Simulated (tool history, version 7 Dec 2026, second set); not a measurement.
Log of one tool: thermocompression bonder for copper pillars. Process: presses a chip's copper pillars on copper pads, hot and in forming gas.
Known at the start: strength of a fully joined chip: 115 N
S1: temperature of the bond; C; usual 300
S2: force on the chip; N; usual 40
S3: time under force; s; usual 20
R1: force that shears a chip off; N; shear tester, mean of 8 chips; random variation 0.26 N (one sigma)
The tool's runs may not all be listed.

{"run": 1, "hour": 0.0, "S1": 300, "S2": 40, "S3": 20, "R1": 49.5}
{"run": 2, "hour": 14.3, "S1": 300, "S2": 40, "S3": 20, "R1": 49.5}
{"run": 3, "hour": 30.9, "S1": 321, "S2": 40, "S3": 20, "R1": 62.1}
{"run": 4, "hour": 47.0, "S1": 311, "S2": 40, "S3": 20, "R1": 56.1}
{"run": 5, "hour": 58.7, "S1": 300, "S2": 40, "S3": 20, "R1": 48.8}
{"run": 6, "hour": 80.7, "S1": 300, "S2": 31, "S3": 20, "R1": 38.7}
{"run": 7, "hour": 99.7, "S1": 300, "S2": 31, "S3": 20, "R1": 38.5}
{"run": 8, "hour": 116.4, "S1": 300, "S2": 40, "S3": 20, "R1": 49.1}
{"run": 9, "hour": 137.8, "S1": 288, "S2": 40, "S3": 20, "R1": 41.9}
{"run": 10, "hour": 149.1, "S1": 288, "S2": 40, "S3": 20, "R1": 42.4}
{"run": 11, "hour": 164.4, "S1": 287, "S2": 59, "S3": 12, "R1": 48.3}
{"run": 12, "hour": 178.1, "S1": 281, "S2": 39, "S3": 19, "R1": 36.8}

Forecast run 13:
{"run": 13, "hour": 198.8, "S1": 300, "S2": 42, "S3": 28, "R1": "?"}

R1: 57.2 N
Without the tool's hidden state the same run would have given R1 57.8 N.

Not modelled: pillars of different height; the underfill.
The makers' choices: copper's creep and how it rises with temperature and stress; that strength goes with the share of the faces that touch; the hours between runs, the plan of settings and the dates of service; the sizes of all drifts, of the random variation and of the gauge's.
